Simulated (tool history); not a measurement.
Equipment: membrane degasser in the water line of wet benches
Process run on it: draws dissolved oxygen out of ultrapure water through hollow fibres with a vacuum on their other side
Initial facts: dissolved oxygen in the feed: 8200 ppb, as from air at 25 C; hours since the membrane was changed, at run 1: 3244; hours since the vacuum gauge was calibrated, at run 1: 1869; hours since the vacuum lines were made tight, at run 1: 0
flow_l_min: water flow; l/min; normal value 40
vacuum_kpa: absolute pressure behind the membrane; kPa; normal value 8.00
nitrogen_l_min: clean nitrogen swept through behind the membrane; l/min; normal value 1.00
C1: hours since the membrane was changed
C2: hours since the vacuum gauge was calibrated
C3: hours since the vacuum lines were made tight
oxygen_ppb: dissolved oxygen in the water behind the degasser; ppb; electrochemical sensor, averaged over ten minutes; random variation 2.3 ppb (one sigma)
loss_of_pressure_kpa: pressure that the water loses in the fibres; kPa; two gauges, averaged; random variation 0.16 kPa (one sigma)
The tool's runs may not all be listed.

Run 1, day 0.000: usual settings; C1 3244; C2 1869; C3 0. Result: oxygen_ppb 408.0 ppb, loss_of_pressure_kpa 25.85 kPa.
Run 2, day 2.908: usual settings; C1 3314; C2 1938; C3 70. Result: oxygen_ppb 411.1 ppb, loss_of_pressure_kpa 26.04 kPa.
Run 3, day 6.354: usual settings but vacuum_kpa 5.47 kPa; C1 3397; C2 2021; C3 153. Result: oxygen_ppb 216.5 ppb, loss_of_pressure_kpa 26.28 kPa.
Run 4, day 9.267: usual settings but flow_l_min 33 l/min; C1 3467; C2 2091; C3 222. Result: oxygen_ppb 334.0 ppb, loss_of_pressure_kpa 21.40 kPa.
Run 5, day 11.867: usual settings; C1 3529; C2 2153; C3 285. Result: oxygen_ppb 411.2 ppb, loss_of_pressure_kpa 25.86 kPa.
Run 6, day 15.738: usual settings; C1 3622; C2 2246; C3 378. Result: oxygen_ppb 405.3 ppb, loss_of_pressure_kpa 26.12 kPa.
Run 7, day 18.371: usual settings; C1 3685; C2 2309; C3 441. Result: oxygen_ppb 412.0 ppb, loss_of_pressure_kpa 26.03 kPa.
Run 8, day 22.004: usual settings but nitrogen_l_min 0.53 l/min; C1 3773; C2 2397; C3 528. Result: oxygen_ppb 613.9 ppb, loss_of_pressure_kpa 26.30 kPa.
Run 9, day 24.225: usual settings but nitrogen_l_min 0.53 l/min; C1 3826; C2 2450; C3 581. Result: oxygen_ppb 619.8 ppb, loss_of_pressure_kpa 26.03 kPa.
Run 10, day 25.979: usual settings but flow_l_min 39 l/min; C1 3868; C2 2492; C3 624. Result: oxygen_ppb 398.2 ppb, loss_of_pressure_kpa 25.52 kPa.
Run 11, day 29.221: usual settings; C1 3946; C2 2570; C3 701. Result: oxygen_ppb 406.7 ppb, loss_of_pressure_kpa 25.91 kPa.
Run 12, day 33.050: usual settings; C1 4038; C2 2662; C3 793. Result: oxygen_ppb 408.5 ppb, loss_of_pressure_kpa 26.25 kPa.
Run 13, day 35.629: usual settings; C1 4100; C2 2724; C3 855. Result: oxygen_ppb 407.5 ppb, loss_of_pressure_kpa 26.36 kPa.
Run 14, day 39.183: usual settings but flow_l_min 46 l/min; C1 4185; C2 2809; C3 940. Result: oxygen_ppb 472.5 ppb, loss_of_pressure_kpa 30.30 kPa.
Run 15, day 41.467: usual settings but vacuum_kpa 7.34 kPa; C1 4240; C2 2864; C3 995. Result: oxygen_ppb 359.9 ppb, loss_of_pressure_kpa 25.73 kPa.
Run 16, day 45.200: usual settings but vacuum_kpa 7.34 kPa, nitrogen_l_min 1.93 l/min; C1 4329; C2 2953; C3 1085. Result: oxygen_ppb 226.3 ppb, loss_of_pressure_kpa 25.95 kPa.
Run 17, day 47.875: usual settings but flow_l_min 41 l/min; C1 4393; C2 3018; C3 1149. Result: oxygen_ppb 418.8 ppb, loss_of_pressure_kpa 26.76 kPa.
Run 18, day 50.975: usual settings but flow_l_min 28 l/min, vacuum_kpa 11.38 kPa, nitrogen_l_min 1.58 l/min; C1 4468; C2 3092; C3 1223. Result: oxygen_ppb 322.7 ppb, loss_of_pressure_kpa 18.41 kPa.
Run 19, day 54.004: usual settings but flow_l_min 30 l/min, vacuum_kpa 11.38 kPa, nitrogen_l_min 1.58 l/min; C1 4541; C2 3165; C3 1296. Result: oxygen_ppb 349.2 ppb, loss_of_pressure_kpa 19.78 kPa.
Run 20, day 56.942: usual settings but flow_l_min 31 l/min, vacuum_kpa 11.38 kPa, nitrogen_l_min 2.72 l/min; C1 4611; C2 3235; C3 1367. Result: oxygen_ppb 226.2 ppb, loss_of_pressure_kpa 20.12 kPa.
Run 21, day 59.300: usual settings but vacuum_kpa 9.01 kPa; C1 4668; C2 3292; C3 1423. Result: oxygen_ppb 483.2 ppb, loss_of_pressure_kpa 26.16 kPa.
Run 22, day 62.783: usual settings but flow_l_min 38 l/min, vacuum_kpa 6.83 kPa, nitrogen_l_min 1.10 l/min; C1 4751; C2 3375; C3 1507. Result: oxygen_ppb 282.1 ppb, loss_of_pressure_kpa 24.69 kPa.

Run 23 is up next; what results do you expect?
Run 23, day 65.250: usual settings but flow_l_min 38 l/min, vacuum_kpa 6.83 kPa, nitrogen_l_min 1.10 l/min; C1 4810; C2 3435; C3 1566. Result: oxygen_ppb ?, loss_of_pressure_kpa ?.

oxygen_ppb: 281.5 ppb
loss_of_pressure_kpa: 24.59 kPa
On a tool with no hidden condition, and with the same random variation, this run would have come out at oxygen_ppb 281.3 ppb, loss_of_pressure_kpa 24.58 kPa.
